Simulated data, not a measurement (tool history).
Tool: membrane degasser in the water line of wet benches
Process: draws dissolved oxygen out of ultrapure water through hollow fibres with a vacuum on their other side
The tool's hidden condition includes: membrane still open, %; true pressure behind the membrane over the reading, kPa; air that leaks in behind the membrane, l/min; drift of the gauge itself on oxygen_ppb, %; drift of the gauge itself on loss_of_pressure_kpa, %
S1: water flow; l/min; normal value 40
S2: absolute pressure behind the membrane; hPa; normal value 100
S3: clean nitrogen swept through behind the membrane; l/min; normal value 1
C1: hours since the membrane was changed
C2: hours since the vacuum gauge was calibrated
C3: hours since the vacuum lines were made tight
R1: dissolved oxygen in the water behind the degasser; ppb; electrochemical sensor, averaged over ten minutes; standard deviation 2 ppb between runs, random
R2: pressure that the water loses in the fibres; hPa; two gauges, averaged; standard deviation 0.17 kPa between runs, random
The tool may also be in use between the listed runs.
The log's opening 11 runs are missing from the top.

{"run": 12, "hour": 1224.2, "S1": 29, "S2": 100, "S3": 1, "C1": 3723, "C2": 367, "C3": 2702, "R1": 409.9, "R2": 188.2}
{"run": 13, "hour": 1323.2, "S1": 38, "S2": 100, "S3": 1, "C1": 3822, "C2": 466, "C3": 2800, "R1": 516.8, "R2": 251.4}
{"run": 14, "hour": 1410.2, "S1": 38, "S2": 100, "S3": 1, "C1": 3909, "C2": 553, "C3": 2887, "R1": 513.8, "R2": 251.3}
{"run": 15, "hour": 1544.2, "S1": 38, "S2": 100, "S3": 1, "C1": 4043, "C2": 687, "C3": 3022, "R1": 516.1, "R2": 250.5}
{"run": 16, "hour": 1649.3, "S1": 30, "S2": 100, "S3": 1, "C1": 4148, "C2": 792, "C3": 3127, "R1": 423.3, "R2": 197.5}
{"run": 17, "hour": 1766.3, "S1": 30, "S2": 100, "S3": 1, "C1": 4265, "C2": 909, "C3": 3244, "R1": 423.8, "R2": 199.2}
{"run": 18, "hour": 1846.6, "S1": 30, "S2": 100, "S3": 1, "C1": 4345, "C2": 990, "C3": 3324, "R1": 425, "R2": 197.9}
{"run": 19, "hour": 1966.0, "S1": 40, "S2": 118, "S3": 0.67, "C1": 4465, "C2": 1109, "C3": 3443, "R1": 895.3, "R2": 264.9}
{"run": 20, "hour": 2052.4, "S1": 40, "S2": 85, "S3": 0.43, "C1": 4551, "C2": 1195, "C3": 3530, "R1": 764.6, "R2": 263.1}
{"run": 21, "hour": 2159.2, "S1": 46, "S2": 67, "S3": 0.45, "C1": 4658, "C2": 1302, "C3": 3637, "R1": 561.3, "R2": 303}
{"run": 22, "hour": 2249.5, "S1": 51, "S2": 117, "S3": 0.8, "C1": 4748, "C2": 1392, "C3": 3727, "R1": 953.3, "R2": 336.2}
{"hour": 2298.0, "done": "gauge calibrated"}
{"run": 23, "hour": 2373.2, "S1": 40, "S2": 221, "S3": 0.67, "C1": 4872, "C2": 1516, "C3": 3851, "R1": 1725.8, "R2": 266.1}
{"run": 24, "hour": 2493.7, "S1": 36, "S2": 105, "S3": 0.45, "C1": 4993, "C2": 1637, "C3": 3971, "R1": 905.3, "R2": 239.2}
{"run": 25, "hour": 2551.4, "S1": 36, "S2": 105, "S3": 0.45, "C1": 5050, "C2": 1694, "C3": 4029, "R1": 909.9, "R2": 238}
{"run": 26, "hour": 2681.6, "S1": 39, "S2": 100, "S3": 1, "C1": 5180, "C2": 1825, "C3": 4159, "R1": 522.2, "R2": 255.7}
{"run": 27, "hour": 2772.6, "S1": 41, "S2": 181, "S3": 0.42, "C1": 5271, "C2": 1915, "C3": 4250, "R1": 1909.7, "R2": 271}
{"run": 28, "hour": 2896.0, "S1": 40, "S2": 70, "S3": 0.88, "C1": 5395, "C2": 2039, "C3": 4373, "R1": 342.5, "R2": 263.4}
{"run": 29, "hour": 2990.2, "S1": 40, "S2": 70, "S3": 0.88, "C1": 5489, "C2": 2133, "C3": 4468, "R1": 343.5, "R2": 262.4}
{"run": 30, "hour": 3111.3, "S1": 40, "S2": 70, "S3": 0.88, "C1": 5610, "C2": 2254, "C3": 4589, "R1": 343.9, "R2": 263.8}
{"run": 31, "hour": 3186.0, "S1": 48, "S2": 145, "S3": 1, "C1": 5685, "C2": 2329, "C3": 4663, "R1": 986.2, "R2": 312.6}

5 ways to go on from here, each from the tool as it stands after run 31. What would each give?
{"run": "A", "hour": 3320.2, "S1": 50, "S2": 145, "S3": 0.85, "C1": 5819, "C2": 2463, "C3": 4798, "R1": "?", "R2": "?"}
{"run": "B", "hour": 3320.2, "S1": 40, "S2": 89, "S3": 1.45, "C1": 5819, "C2": 2463, "C3": 4798, "R1": "?", "R2": "?"}
{"run": "C", "hour": 3320.2, "S1": 46, "S2": 112, "S3": 0.71, "C1": 5819, "C2": 2463, "C3": 4798, "R1": "?", "R2": "?"}
{"run": "D", "hour": 3320.2, "S1": 35, "S2": 97, "S3": 0.92, "C1": 5819, "C2": 2463, "C3": 4798, "R1": "?", "R2": "?"}
{"run": "E", "hour": 3320.2, "S1": 28, "S2": 236, "S3": 2.71, "C1": 5819, "C2": 2463, "C3": 4798, "R1": "?", "R2": "?"}

run=A R1=1136.2 R2=329.8
run=B R1=341.2 R2=262.6
run=C R1=886.2 R2=299.1
run=D R1=490.1 R2=229
run=E R1=477.9 R2=187.2
With the hidden condition removed and each run's random variation left untouched, the same runs would have given:
run=A R1=1121.8 R2=329.6
run=B R1=336.8 R2=262.5
run=C R1=874.9 R2=298.9
run=D R1=483.8 R2=228.8
run=E R1=471.8 R2=187
